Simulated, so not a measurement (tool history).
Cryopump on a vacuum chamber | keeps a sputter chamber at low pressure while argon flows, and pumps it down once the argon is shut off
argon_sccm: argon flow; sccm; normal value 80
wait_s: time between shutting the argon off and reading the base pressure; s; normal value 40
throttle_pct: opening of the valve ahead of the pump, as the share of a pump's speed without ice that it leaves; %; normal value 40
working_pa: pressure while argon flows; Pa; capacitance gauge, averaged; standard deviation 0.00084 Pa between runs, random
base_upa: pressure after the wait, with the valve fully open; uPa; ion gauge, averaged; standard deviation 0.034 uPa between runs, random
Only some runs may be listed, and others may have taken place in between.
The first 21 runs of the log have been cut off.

{"run": 22, "hour": 284.4, "argon_sccm": 89, "wait_s": 36, "throttle_pct": 51, "working_pa": 0.1662, "base_upa": 3.59}
{"run": 23, "hour": 296.2, "argon_sccm": 134, "wait_s": 30, "throttle_pct": 21, "working_pa": 0.5686, "base_upa": 4.01}
{"run": 24, "hour": 306.7, "argon_sccm": 134, "wait_s": 30, "throttle_pct": 21, "working_pa": 0.5651, "base_upa": 4.07}
{"run": 25, "hour": 317.7, "argon_sccm": 134, "wait_s": 245, "throttle_pct": 21, "working_pa": 0.5699, "base_upa": 2.07}
{"run": 26, "hour": 337.8, "argon_sccm": 151, "wait_s": 31, "throttle_pct": 23, "working_pa": 0.5909, "base_upa": 3.99}
{"run": 27, "hour": 348.6, "argon_sccm": 82, "wait_s": 22, "throttle_pct": 52, "working_pa": 0.157, "base_upa": 5.13}
{"run": 28, "hour": 364.2, "argon_sccm": 57, "wait_s": 200, "throttle_pct": 44, "working_pa": 0.1264, "base_upa": 2.25}
{"run": 29, "hour": 377.3, "argon_sccm": 108, "wait_s": 200, "throttle_pct": 29, "working_pa": 0.349, "base_upa": 2.36}
{"run": 30, "hour": 391.9, "argon_sccm": 108, "wait_s": 200, "throttle_pct": 29, "working_pa": 0.3503, "base_upa": 2.31}
{"run": 31, "hour": 403.3, "argon_sccm": 35, "wait_s": 36, "throttle_pct": 36, "working_pa": 0.0932, "base_upa": 3.87}
{"run": 32, "hour": 422.1, "argon_sccm": 35, "wait_s": 36, "throttle_pct": 36, "working_pa": 0.0952, "base_upa": 3.9}
{"run": 33, "hour": 442.4, "argon_sccm": 43, "wait_s": 207, "throttle_pct": 27, "working_pa": 0.1522, "base_upa": 2.52}

Forecast each of these 4 alternatives for the next run:
{"run": "A", "hour": 458.9, "argon_sccm": 80, "wait_s": 64, "throttle_pct": 47, "working_pa": "?", "base_upa": "?"}
{"run": "B", "hour": 458.9, "argon_sccm": 51, "wait_s": 151, "throttle_pct": 27, "working_pa": "?", "base_upa": "?"}
{"run": "C", "hour": 458.9, "argon_sccm": 93, "wait_s": 119, "throttle_pct": 15, "working_pa": "?", "base_upa": "?"}
{"run": "D", "hour": 458.9, "argon_sccm": 60, "wait_s": 26, "throttle_pct": 15, "working_pa": "?", "base_upa": "?"}

run=A working_pa=0.179 base_upa=3.23
run=B working_pa=0.181 base_upa=2.67
run=C working_pa=0.5571 base_upa=2.78
run=D working_pa=0.3626 base_upa=4.85
With no hidden state in the tool, these same runs would have given:
run=A working_pa=0.1447 base_upa=1.17
run=B working_pa=0.1592 base_upa=0.6
run=C working_pa=0.5176 base_upa=0.71
run=D working_pa=0.3369 base_upa=2.76

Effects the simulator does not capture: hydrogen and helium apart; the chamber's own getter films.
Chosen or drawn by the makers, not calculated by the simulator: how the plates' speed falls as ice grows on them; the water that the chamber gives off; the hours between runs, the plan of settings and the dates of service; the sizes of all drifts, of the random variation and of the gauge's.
